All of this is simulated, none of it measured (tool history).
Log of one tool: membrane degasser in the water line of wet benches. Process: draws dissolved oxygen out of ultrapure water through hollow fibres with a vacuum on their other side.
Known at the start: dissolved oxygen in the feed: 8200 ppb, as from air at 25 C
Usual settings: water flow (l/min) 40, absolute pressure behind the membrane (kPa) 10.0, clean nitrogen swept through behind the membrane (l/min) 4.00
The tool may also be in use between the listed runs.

run	hour	water flow (l/min)	absolute pressure behind the membrane (kPa)	clean nitrogen swept through behind the membrane (l/min)	dissolved oxygen in the water behind the degasser (ppb)	pressure that the water loses in the fibres (kPa)
1	0.0	40	10.0	4.00	161.6	31.07
2	34.6	40	10.0	4.00	163.0	30.99
3	61.0	40	10.0	4.00	164.0	31.29
4	85.6	40	10.0	4.00	162.0	30.86
5	114.9	40	10.0	4.00	162.8	31.26
6	138.5	40	10.0	4.00	160.9	31.04
# hour 142.1: vacuum gauge calibrated
7	178.6	40	10.0	4.00	160.8	31.20
8	204.6	36	10.0	4.00	147.0	28.36
9	239.1	60	11.8	4.00	321.1	46.41
10	281.3	60	11.8	4.00	320.3	47.15
11	307.8	27	10.0	5.90	75.8	21.43
12	343.2	50	16.0	5.15	297.3	39.16
# hour 357.1: vacuum gauge calibrated, once more
13	375.8	50	16.0	5.15	303.9	39.36
14	404.7	50	16.0	5.15	301.1	39.04
15	452.4	50	24.4	4.00	589.9	39.02
16	487.6	53	16.3	4.00	400.4	41.72

Forecast each of these 5 alternatives for the next run:
A	523.5	46	16.3	4.00	?	?
B	523.5	32	16.3	4.00	?	?
C	523.5	53	6.0	4.00	?	?
D	523.5	40	9.2	2.80	?	?
E	523.5	40	10.0	11.18	?	?

run	dissolved oxygen in the water behind the degasser (ppb)	pressure that the water loses in the fibres (kPa)
A	350.2	36.08
B	246.5	25.00
C	107.3	41.76
D	197.8	31.62
E	64.8	31.37
Without the tool's hidden state the same runs would have given:
run	dissolved oxygen in the water behind the degasser (ppb)	pressure that the water loses in the fibres (kPa)
A	347.1	35.11
B	244.4	24.32
C	104.0	40.64
D	196.3	30.77
E	63.5	30.53
